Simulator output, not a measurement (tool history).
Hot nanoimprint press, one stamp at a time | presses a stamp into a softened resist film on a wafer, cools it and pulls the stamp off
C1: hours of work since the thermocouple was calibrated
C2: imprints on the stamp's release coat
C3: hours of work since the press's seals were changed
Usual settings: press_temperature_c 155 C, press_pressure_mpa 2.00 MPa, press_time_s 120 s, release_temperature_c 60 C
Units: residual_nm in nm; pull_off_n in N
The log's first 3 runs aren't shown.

run 4 hour=84.4 | press_temperature_c=155 press_pressure_mpa=2.00 press_time_s=120 release_temperature_c=60 | C1=292 C2=1502 C3=75 | residual_nm=226.3 pull_off_n=188
run 5 hour=104.3 | press_temperature_c=155 press_pressure_mpa=2.00 press_time_s=120 release_temperature_c=60 | C1=302 C2=1540 C3=85 | residual_nm=226.5 pull_off_n=181
run 6 hour=131.7 | press_temperature_c=155 press_pressure_mpa=2.00 press_time_s=120 release_temperature_c=60 | C1=316 C2=1594 C3=99 | residual_nm=226.6 pull_off_n=184
run 7 hour=160.6 | press_temperature_c=166 press_pressure_mpa=2.00 press_time_s=120 release_temperature_c=60 | C1=330 C2=1650 C3=114 | residual_nm=148.1 pull_off_n=191
run 8 hour=191.7 | press_temperature_c=166 press_pressure_mpa=2.00 press_time_s=120 release_temperature_c=60 | C1=346 C2=1711 C3=130 | residual_nm=147.8 pull_off_n=196
-- hour=199.4 stamp cleaned and given a new release coat
run 9 hour=229.7 | press_temperature_c=166 press_pressure_mpa=2.00 press_time_s=63 release_temperature_c=60 | C1=363 C2=59 C3=146 | residual_nm=185.1 pull_off_n=135
run 10 hour=254.1 | press_temperature_c=166 press_pressure_mpa=2.00 press_time_s=63 release_temperature_c=60 | C1=375 C2=107 C3=159 | residual_nm=185.9 pull_off_n=139
run 11 hour=284.0 | press_temperature_c=166 press_pressure_mpa=2.00 press_time_s=63 release_temperature_c=60 | C1=390 C2=165 C3=174 | residual_nm=186.6 pull_off_n=144
run 12 hour=313.7 | press_temperature_c=166 press_pressure_mpa=2.00 press_time_s=63 release_temperature_c=60 | C1=406 C2=223 C3=189 | residual_nm=185.9 pull_off_n=143
run 13 hour=335.7 | press_temperature_c=166 press_pressure_mpa=2.00 press_time_s=63 release_temperature_c=49 | C1=417 C2=266 C3=201 | residual_nm=186.6 pull_off_n=151
run 14 hour=355.2 | press_temperature_c=158 press_pressure_mpa=2.00 press_time_s=63 release_temperature_c=49 | C1=427 C2=304 C3=211 | residual_nm=245.6 pull_off_n=154
run 15 hour=382.2 | press_temperature_c=158 press_pressure_mpa=2.00 press_time_s=63 release_temperature_c=49 | C1=441 C2=356 C3=224 | residual_nm=247.0 pull_off_n=158
-- hour=387.9 plate thermocouple calibrated
run 16 hour=419.2 | press_temperature_c=153 press_pressure_mpa=2.84 press_time_s=120 release_temperature_c=64 | C1=16 C2=422 C3=242 | residual_nm=212.1 pull_off_n=136
run 17 hour=441.7 | press_temperature_c=164 press_pressure_mpa=2.84 press_time_s=188 release_temperature_c=64 | C1=27 C2=466 C3=253 | residual_nm=113.9 pull_off_n=146

Forecast run 18:
run 18 hour=458.1 | press_temperature_c=164 press_pressure_mpa=2.84 press_time_s=188 release_temperature_c=64 | C1=36 C2=498 C3=262 | residual_nm=? pull_off_n=?

residual_nm: 114.6 nm
pull_off_n: 142 N
Without the tool's hidden state the same run would have given residual_nm 106.6 nm, pull_off_n 124 N.
